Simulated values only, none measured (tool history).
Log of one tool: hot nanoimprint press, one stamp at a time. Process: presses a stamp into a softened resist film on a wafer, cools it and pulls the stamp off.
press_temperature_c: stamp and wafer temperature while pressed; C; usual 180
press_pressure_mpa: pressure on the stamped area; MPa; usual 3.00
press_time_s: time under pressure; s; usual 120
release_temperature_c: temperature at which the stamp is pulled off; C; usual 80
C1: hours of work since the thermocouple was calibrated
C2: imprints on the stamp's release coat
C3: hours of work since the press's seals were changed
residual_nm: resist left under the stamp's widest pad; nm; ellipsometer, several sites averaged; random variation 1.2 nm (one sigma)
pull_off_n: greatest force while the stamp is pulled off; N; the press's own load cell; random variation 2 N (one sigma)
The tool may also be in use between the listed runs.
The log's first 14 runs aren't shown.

Run 15, hour 407.8: usual settings but press_time_s 76 s; C1 372; C2 592; C3 782. Result: residual_nm 277.6 nm, pull_off_n 245 N.
At hour 417.3: stamp cleaned and given a new release coat.
Run 16, hour 456.2: usual settings but press_time_s 127 s, release_temperature_c 76 C; C1 397; C2 72; C3 807. Result: residual_nm 238.0 nm, pull_off_n 223 N.
Run 17, hour 495.0: usual settings but press_time_s 127 s, release_temperature_c 77 C; C1 420; C2 145; C3 830. Result: residual_nm 241.2 nm, pull_off_n 225 N.
Run 18, hour 534.2: usual settings but press_time_s 127 s, release_temperature_c 77 C; C1 443; C2 218; C3 853. Result: residual_nm 241.1 nm, pull_off_n 229 N.
Run 19, hour 562.8: usual settings but press_time_s 119 s, release_temperature_c 84 C; C1 460; C2 272; C3 870. Result: residual_nm 248.1 nm, pull_off_n 219 N.
Run 20, hour 590.3: usual settings but press_temperature_c 170 C, press_pressure_mpa 3.60 MPa, press_time_s 66 s, release_temperature_c 70 C; C1 476; C2 323; C3 886. Result: residual_nm 349.3 nm, pull_off_n 244 N.
At hour 596.3: plate thermocouple calibrated.
Run 21, hour 626.3: usual settings but press_temperature_c 188 C, press_pressure_mpa 3.58 MPa, press_time_s 66 s, release_temperature_c 70 C; C1 18; C2 385; C3 905. Result: residual_nm 215.9 nm, pull_off_n 253 N.
Run 22, hour 654.1: usual settings but press_temperature_c 171 C, press_pressure_mpa 2.17 MPa, press_time_s 213 s, release_temperature_c 87 C; C1 34; C2 437; C3 921. Result: residual_nm 311.5 nm, pull_off_n 217 N.
Run 23, hour 685.7: usual settings but press_temperature_c 171 C, press_pressure_mpa 2.17 MPa, press_time_s 87 s, release_temperature_c 87 C; C1 52; C2 496; C3 940. Result: residual_nm 357.0 nm, pull_off_n 224 N.
Run 24, hour 723.8: usual settings but press_temperature_c 175 C, press_pressure_mpa 2.89 MPa, press_time_s 81 s, release_temperature_c 84 C; C1 75; C2 567; C3 962. Result: residual_nm 318.0 nm, pull_off_n 232 N.
At hour 746.6: stamp cleaned and given a new release coat.
Run 25, hour 765.8: usual settings but press_temperature_c 178 C, press_time_s 224 s; C1 96; C2 36; C3 983. Result: residual_nm 222.3 nm, pull_off_n 216 N.
Run 26, hour 795.3: usual settings but press_temperature_c 178 C, press_time_s 224 s; C1 113; C2 92; C3 1000. Result: residual_nm 222.6 nm, pull_off_n 216 N.
Run 27, hour 827.5: usual settings but press_pressure_mpa 1.82 MPa, release_temperature_c 87 C; C1 132; C2 152; C3 1019. Result: residual_nm 293.2 nm, pull_off_n 210 N.
At hour 839.3: plate thermocouple calibrated, once more.
Run 28, hour 854.4: usual settings but press_pressure_mpa 1.82 MPa, release_temperature_c 87 C; C1 9; C2 196; C3 1033. Result: residual_nm 272.2 nm, pull_off_n 207 N.
Run 29, hour 880.9: usual settings but press_temperature_c 183 C, press_pressure_mpa 2.63 MPa, press_time_s 115 s, release_temperature_c 87 C; C1 24; C2 246; C3 1049. Result: residual_nm 226.5 nm, pull_off_n 209 N.
Run 30, hour 906.0: usual settings but press_pressure_mpa 3.42 MPa; C1 39; C2 293; C3 1063. Result: residual_nm 228.9 nm, pull_off_n 224 N.

3 ways to go on from here, each from the tool as it stands after run 30. What would each give?
Run A, hour 948.3: usual settings but press_pressure_mpa 3.59 MPa, press_time_s 106 s, release_temperature_c 68 C; C1 64; C2 372; C3 1088. Result: residual_nm ?, pull_off_n ?.
Run B, hour 948.3: usual settings but press_pressure_mpa 3.42 MPa, release_temperature_c 77 C; C1 64; C2 372; C3 1088. Result: residual_nm ?, pull_off_n ?.
Run C, hour 948.3: usual settings but press_temperature_c 176 C, press_time_s 187 s, release_temperature_c 86 C; C1 64; C2 372; C3 1088. Result: residual_nm ?, pull_off_n ?.

run  residual_nm  pull_off_n
  A        235.2         248
  B        228.0         229
  C        240.4         219
Without the tool's hidden state the same runs would have given:
run  residual_nm  pull_off_n
  A        223.4         229
  B        216.9         211
  C        230.2         202
